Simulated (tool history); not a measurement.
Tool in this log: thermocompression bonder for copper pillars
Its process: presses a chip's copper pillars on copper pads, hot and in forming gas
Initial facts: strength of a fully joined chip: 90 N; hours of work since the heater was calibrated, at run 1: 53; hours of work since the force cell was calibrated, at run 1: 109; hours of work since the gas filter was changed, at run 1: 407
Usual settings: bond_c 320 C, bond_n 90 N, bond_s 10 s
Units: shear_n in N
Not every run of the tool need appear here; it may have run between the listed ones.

| run | hour | bond_c | bond_n | bond_s | hours of work since the heater was calibrated | hours of work since the force cell was calibrated | hours of work since the gas filter was changed | shear_n |
|---|---|---|---|---|---|---|---|---|
| 1 | 0.0 | 320 | 90 | 10 | 53 | 109 | 407 | 42.5 |
| 2 | 17.8 | 321 | 90 | 10 | 65 | 121 | 419 | 42.7 |
| 3 | 33.4 | 321 | 90 | 10 | 75 | 131 | 429 | 42.9 |
|  | 44.4 | forming gas filter changed |
| 4 | 44.8 | 321 | 90 | 10 | 82 | 138 | 0 | 45.0 |
| 5 | 61.6 | 321 | 90 | 10 | 93 | 148 | 11 | 45.3 |
| 6 | 83.0 | 321 | 90 | 10 | 107 | 162 | 25 | 45.0 |
| 7 | 99.8 | 321 | 90 | 10 | 117 | 173 | 36 | 45.1 |
| 8 | 119.0 | 321 | 90 | 10 | 130 | 186 | 48 | 44.8 |
| 9 | 133.0 | 321 | 90 | 10 | 139 | 195 | 57 | 45.0 |
| 10 | 153.0 | 320 | 90 | 20 | 152 | 207 | 70 | 55.6 |
| 11 | 161.9 | 320 | 90 | 10 | 158 | 213 | 76 | 44.3 |
| 12 | 176.9 | 320 | 90 | 17 | 167 | 223 | 86 | 52.6 |
| 13 | 193.2 | 320 | 90 | 17 | 178 | 233 | 96 | 52.7 |
| 14 | 202.5 | 299 | 57 | 9 | 184 | 239 | 102 | 26.8 |
| 15 | 213.8 | 299 | 57 | 9 | 191 | 247 | 109 | 26.7 |
| 16 | 223.1 | 291 | 90 | 7 | 197 | 253 | 115 | 29.9 |
| 17 | 243.4 | 291 | 98 | 7 | 210 | 266 | 128 | 31.6 |
| 18 | 263.4 | 329 | 129 | 7 | 223 | 279 | 141 | 50.7 |
| 19 | 275.7 | 329 | 129 | 7 | 231 | 287 | 149 | 50.5 |
| 20 | 284.6 | 320 | 106 | 11 | 237 | 292 | 155 | 49.9 |
| 21 | 294.1 | 320 | 106 | 17 | 243 | 299 | 161 | 56.1 |
| 22 | 309.6 | 320 | 106 | 17 | 253 | 309 | 171 | 56.8 |
| 23 | 330.4 | 306 | 90 | 20 | 266 | 322 | 185 | 49.8 |
| 24 | 348.6 | 317 | 59 | 10 | 278 | 334 | 196 | 33.2 |
| 25 | 361.2 | 303 | 90 | 13 | 286 | 342 | 204 | 41.6 |
| 26 | 381.1 | 303 | 90 | 13 | 299 | 355 | 217 | 41.9 |

3 ways to go on from here, each from the tool as it stands after run 26. What would each give?
| A | 394.5 | 303 | 90 | 12 | 308 | 363 | 226 | ? |
| B | 394.5 | 319 | 81 | 7 | 308 | 363 | 226 | ? |
| C | 394.5 | 337 | 99 | 11 | 308 | 363 | 226 | ? |

| run | shear_n |
|---|---|
| A | 40.8 |
| B | 35.6 |
| C | 52.8 |
Without the tool's hidden state the same runs would have given:
| run | shear_n |
|---|---|
| A | 42.3 |
| B | 36.9 |
| C | 54.7 |
